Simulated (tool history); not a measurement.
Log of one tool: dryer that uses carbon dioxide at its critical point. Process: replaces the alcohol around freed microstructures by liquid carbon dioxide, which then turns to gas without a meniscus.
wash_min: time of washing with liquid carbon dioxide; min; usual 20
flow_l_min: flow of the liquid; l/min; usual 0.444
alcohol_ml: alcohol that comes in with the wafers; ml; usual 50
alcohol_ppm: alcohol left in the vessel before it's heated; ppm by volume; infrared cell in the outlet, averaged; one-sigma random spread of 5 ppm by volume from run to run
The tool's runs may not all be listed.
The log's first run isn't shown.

run	hour	wash_min	flow_l_min	alcohol_ml	hours of work since the filter was changed	hours of work since the purifier's bed was changed	alcohol_ppm
2	3.9	20	0.581	50	15	92	24
3	7.9	20	0.581	50	17	94	19
4	14.3	20	0.581	50	21	97	20
5	20.8	20	0.581	50	24	101	21
6	28.2	20	0.581	50	28	105	23
7	33.7	20	0.581	50	31	107	14
8	39.5	20	0.581	50	33	110	13
9	47.9	12	0.581	50	38	115	147
10	54.7	20	0.444	50	41	118	41
11	64.2	20	0.444	50	46	123	39
12	70.9	23	0.444	50	49	126	32
13	79.6	20	0.444	50	54	131	51
14	86.6	20	0.388	50	57	134	81
15	93.2	16	0.388	50	61	138	233
16	97.1	20	0.444	50	63	140	46
17	101.0	20	0.444	50	65	142	46
18	108.1	13	0.345	50	68	145	957
19	113.6	13	0.345	50	71	148	960
20	122.8	13	0.345	62	76	153	1180
21	128.1	26	0.621	50	79	155	30
22	136.8	16	0.625	33	83	160	38
23	142.0	23	0.426	40	86	162	34

Predict the results of run 24:
24	147.4	23	0.426	22	88	165	?

Run 24 produced alcohol_ppm 35 ppm by volume.
Without the tool's hidden state the same run would have given alcohol_ppm 12 ppm by volume.
